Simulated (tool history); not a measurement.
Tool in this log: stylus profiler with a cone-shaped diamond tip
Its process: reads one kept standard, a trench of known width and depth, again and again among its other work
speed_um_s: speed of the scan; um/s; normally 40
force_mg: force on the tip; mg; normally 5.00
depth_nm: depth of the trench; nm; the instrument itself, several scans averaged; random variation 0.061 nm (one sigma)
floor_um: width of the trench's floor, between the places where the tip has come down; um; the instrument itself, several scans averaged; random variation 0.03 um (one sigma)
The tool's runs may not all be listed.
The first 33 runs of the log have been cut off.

run	hour	speed_um_s	force_mg	scans with this tip	hours of work since the height scale was calibrated	depth_nm	floor_um
34	825.8	16	1.71	5287	718	101.27	48.43
35	850.1	14	1.71	5407	735	101.30	48.42
36	870.9	119	7.27	5510	749	102.74	48.12
37	896.4	40	2.33	5637	766	101.49	48.31
38	920.2	40	2.33	5755	782	101.44	48.34
39	937.4	40	2.33	5840	793	101.46	48.29
40	967.6	21	4.18	5989	814	102.08	48.43
41	995.7	21	4.18	6128	833	102.03	48.41
# hour 1020.9: height scale calibrated on a step standard
42	1023.9	63	14.29	6265	2	103.95	48.35
43	1042.9	73	5.06	6359	15	101.84	48.26
44	1069.3	28	3.98	6490	33	101.62	48.41

Run 45, settings as shown, results not yet in. Your forecast:
45	1095.4	71	12.48	6619	50	?	?

{"run 45": {"depth_nm": 103.56, "floor_um": 48.32}}
Minus the tool's unlogged condition, the same run would have read depth_nm 103.53 nm, floor_um 48.58 um.

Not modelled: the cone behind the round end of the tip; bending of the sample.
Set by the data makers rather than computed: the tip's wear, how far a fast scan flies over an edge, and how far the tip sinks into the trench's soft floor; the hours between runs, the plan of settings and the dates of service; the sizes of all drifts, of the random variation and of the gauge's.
